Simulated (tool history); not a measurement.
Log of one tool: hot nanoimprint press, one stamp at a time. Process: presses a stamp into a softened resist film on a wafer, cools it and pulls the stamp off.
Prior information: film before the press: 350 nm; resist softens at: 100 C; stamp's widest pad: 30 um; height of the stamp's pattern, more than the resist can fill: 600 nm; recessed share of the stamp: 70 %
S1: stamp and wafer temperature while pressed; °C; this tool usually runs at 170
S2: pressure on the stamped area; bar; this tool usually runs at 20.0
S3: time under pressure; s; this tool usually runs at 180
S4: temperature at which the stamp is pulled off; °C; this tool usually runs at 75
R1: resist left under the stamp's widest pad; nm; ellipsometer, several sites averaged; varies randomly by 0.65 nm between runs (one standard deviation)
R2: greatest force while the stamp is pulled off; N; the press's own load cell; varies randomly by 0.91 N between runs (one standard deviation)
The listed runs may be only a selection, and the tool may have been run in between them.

run 1 hour=0.0 | S1=170 S2=20.0 S3=180 S4=75 | R1=157.2 R2=100.3
run 2 hour=11.7 | S1=170 S2=20.0 S3=180 S4=75 | R1=155.5 R2=100.0
run 3 hour=19.9 | S1=170 S2=20.0 S3=180 S4=75 | R1=157.1 R2=100.6
run 4 hour=31.8 | S1=170 S2=20.0 S3=180 S4=75 | R1=156.6 R2=104.1
run 5 hour=42.8 | S1=170 S2=20.0 S3=180 S4=75 | R1=156.7 R2=105.6
run 6 hour=52.4 | S1=170 S2=20.0 S3=180 S4=75 | R1=156.8 R2=104.7
run 7 hour=59.4 | S1=168 S2=20.0 S3=306 S4=75 | R1=139.4 R2=105.5
run 8 hour=76.1 | S1=168 S2=20.0 S3=306 S4=75 | R1=139.5 R2=94.8
run 9 hour=86.9 | S1=170 S2=25.9 S3=180 S4=66 | R1=137.5 R2=107.1
run 10 hour=100.2 | S1=170 S2=20.0 S3=180 S4=61 | R1=151.1 R2=109.9
run 11 hour=107.2 | S1=170 S2=21.2 S3=180 S4=61 | R1=147.6 R2=110.6

Put back what was entered between runs (2 entries, withheld): which listed runs does each sit between, and how does the hidden state differ from the listed run before to the listed run after?
Run 7 -> run 8: stamp cleaned and given a new release coat (hour 75.9)
  true temperature over the reading, C: -1.83 -> -1.86; pressure that arrives at the usual setting, %: 100.03 -> 99.98; grip of the stamp's worn release coat, % over a new coat's: 12.9 -> 0
  the result without the hidden state subtracted from the measured one, R1: +6.9 -> +7.0 nm; R2: +14.3 -> +2.3 N
Run 9 -> run 10: plate thermocouple calibrated (hour 94.8)
  true temperature over the reading, C: -1.89 -> 0.04; pressure that arrives at the usual setting, %: 99.93 -> 99.89; grip of the stamp's worn release coat, % over a new coat's: 1.1 -> 2.1
  the result without the hidden state subtracted from the measured one, R1: +6.9 -> +0.0 nm; R2: +3.6 -> +2.3 N
